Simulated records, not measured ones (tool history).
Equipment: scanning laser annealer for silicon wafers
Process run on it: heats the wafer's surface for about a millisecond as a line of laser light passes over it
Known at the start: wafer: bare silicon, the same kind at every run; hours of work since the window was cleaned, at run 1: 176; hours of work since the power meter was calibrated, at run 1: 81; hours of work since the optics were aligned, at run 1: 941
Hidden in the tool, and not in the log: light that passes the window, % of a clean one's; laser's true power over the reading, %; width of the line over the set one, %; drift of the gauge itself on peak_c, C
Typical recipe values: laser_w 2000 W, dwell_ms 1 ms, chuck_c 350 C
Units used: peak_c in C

run,hour,laser_w,dwell_ms,chuck_c,hours of work since the window was cleaned,hours of work since the power meter was calibrated,hours of work since the optics were aligned,peak_c
1,0,2000,1,350,176,81,941,1172
2,11.6,2000,1,350,183,87,948,1170
3,19.5,2000,1,350,187,91,952,1169
4,30.6,2000,1,350,193,97,958,1171
5,42.2,2000,1,350,199,103,964,1176
6,51.2,2000,1,350,204,108,969,1172
7,59.1,2000,1,350,208,112,973,1169
8,69,2000,1,350,213,117,978,1169
9,75.7,2000,0.84,350,217,121,982,1110
10,82.8,2000,0.84,350,220,125,986,1110
11,93.9,2000,0.84,350,226,131,992,1110
12,102.2,2000,1,350,231,135,996,1173
# hour 111.7: optics aligned, line set to its width
13,117.3,2000,1,350,236,140,3,1175
14,125.3,2000,1,350,240,145,7,1173
15,133.8,2000,1,350,245,149,12,1174
16,140.1,2000,1,350,248,153,15,1174
17,151.3,2000,1,350,254,159,21,1170
18,161,2000,1,350,260,164,26,1175
19,169.7,1819,1,350,264,168,31,1075
20,182.4,2000,1,350,271,175,38,1171
21,193.9,2000,1,350,277,181,44,1174
22,199.9,2000,1,350,280,184,47,1174
23,210.2,1858,0.88,340,286,190,52,1046
24,216.4,1858,0.88,340,289,193,56,1046
25,229.5,1858,0.88,340,296,200,63,1045
26,236.1,1858,0.88,340,300,204,66,1044
27,248.3,1858,0.86,378,306,210,73,1076
28,257.9,1858,0.86,378,311,215,78,1075
29,267.8,1858,0.86,378,316,221,83,1074
30,281.1,1858,0.86,378,323,228,90,1077
31,286.6,1858,0.86,378,326,231,93,1075
32,297,1858,0.86,333,332,236,99,1030
33,310.4,2135,1.18,335,339,243,106,1299
34,324.1,2135,1.18,335,346,251,113,1297
35,335.9,2135,1.18,335,353,257,119,1297
36,344.7,2135,0.82,335,357,262,124,1160
37,351.1,2169,1,381,361,265,128,1297
38,359.5,1799,0.93,381,365,269,132,1073
39,369.4,2000,0.94,350,371,275,137,1151
40,382.6,2000,0.94,350,378,282,144,1148

Consider 3 possible next runs. They are alternatives, not a sequence: every one starts from the tool as it was left by run 40. What does each give?
A,396,1972,0.94,342,385,289,151,?
B,396,1889,1,350,385,289,151,?
C,396,1925,0.94,350,385,289,151,?

run,peak_c
A,1130
B,1114
C,1112
Without the tool's hidden state the same runs would have given:
run,peak_c
A,1130
B,1114
C,1112
